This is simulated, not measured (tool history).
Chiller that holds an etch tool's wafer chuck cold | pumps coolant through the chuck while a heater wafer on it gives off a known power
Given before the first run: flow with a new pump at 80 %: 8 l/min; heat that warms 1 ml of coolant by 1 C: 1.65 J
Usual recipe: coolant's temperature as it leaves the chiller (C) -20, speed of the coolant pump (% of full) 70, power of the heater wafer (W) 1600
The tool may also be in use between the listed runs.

| run | hour | coolant's temperature as it leaves the chiller (C) | speed of the coolant pump (% of full) | power of the heater wafer (W) | chuck's temperature once it has settled (C) | how much warmer the coolant comes back (C) |
|---|---|---|---|---|---|---|
| 1 | 0 | -20 | 70 | 1600 | 1.6 | 8.25 |
| 2 | 70.2 | -20 | 70 | 1600 | 1.6 | 8.27 |
| 3 | 149 | -16 | 70 | 1600 | 5.6 | 8.32 |
|  | 261.4 | chiller's thermometer calibrated |
| 4 | 261.4 | -16 | 70 | 1600 | 5.6 | 8.33 |
| 5 | 380.7 | -16 | 70 | 1600 | 5.4 | 8.32 |
| 6 | 450.5 | -20 | 70 | 1600 | 1.7 | 8.3 |
| 7 | 535.6 | -20 | 70 | 1600 | 1.6 | 8.35 |
| 8 | 618.2 | -20 | 70 | 1600 | 1.5 | 8.41 |
| 9 | 750 | -20 | 70 | 1600 | 1.7 | 8.41 |
| 10 | 846.6 | -20 | 70 | 1600 | 1.5 | 8.47 |
| 11 | 973.9 | -12 | 65 | 881 | 0.5 | 4.96 |
| 12 | 1107.9 | -12 | 65 | 881 | 0.6 | 4.99 |
| 13 | 1235.6 | -15 | 65 | 868 | -2.6 | 4.96 |
| 14 | 1343.9 | -15 | 65 | 868 | -2.5 | 5 |
| 15 | 1464.9 | -25 | 96 | 1192 | -12 | 4.74 |
| 16 | 1583.1 | -17 | 67 | 1549 | 4.6 | 8.55 |
| 17 | 1710.4 | -11 | 64 | 2058 | 18.6 | 11.87 |
| 18 | 1851.7 | -11 | 64 | 2058 | 18.5 | 11.76 |
| 19 | 2001.7 | -20 | 70 | 1908 | 5.8 | 10.07 |

Below, some changes in how much warmer the coolant comes back (C) between adjacent runs. For each, the amount present without the hidden state too (settings, incoming material, random variation) and the amount remaining for the hidden state with gauge scatter not shared by both compared results:
What the log doesn't record here: heat passed by the chuck's channels, % of clean ones'; flow at a given pump speed, % of a new pump's; coolant's true temperature over the reading, C; drift of the gauge itself on chuck_c, C; drift of the gauge itself on warmer_back_c, C.
Run 3 -> 4: chiller's thermometer calibrated. how much warmer the coolant comes back (C) +0.01: hidden state +0.02, all else -0.01.
Run 15 -> 16: coolant's temperature as it leaves the chiller (C) -25 -> -17, speed of the coolant pump (% of full) 96 -> 67, power of the heater wafer (W) 1192 -> 1549. how much warmer the coolant comes back (C) +3.81: hidden state +0.01, all else +3.8.
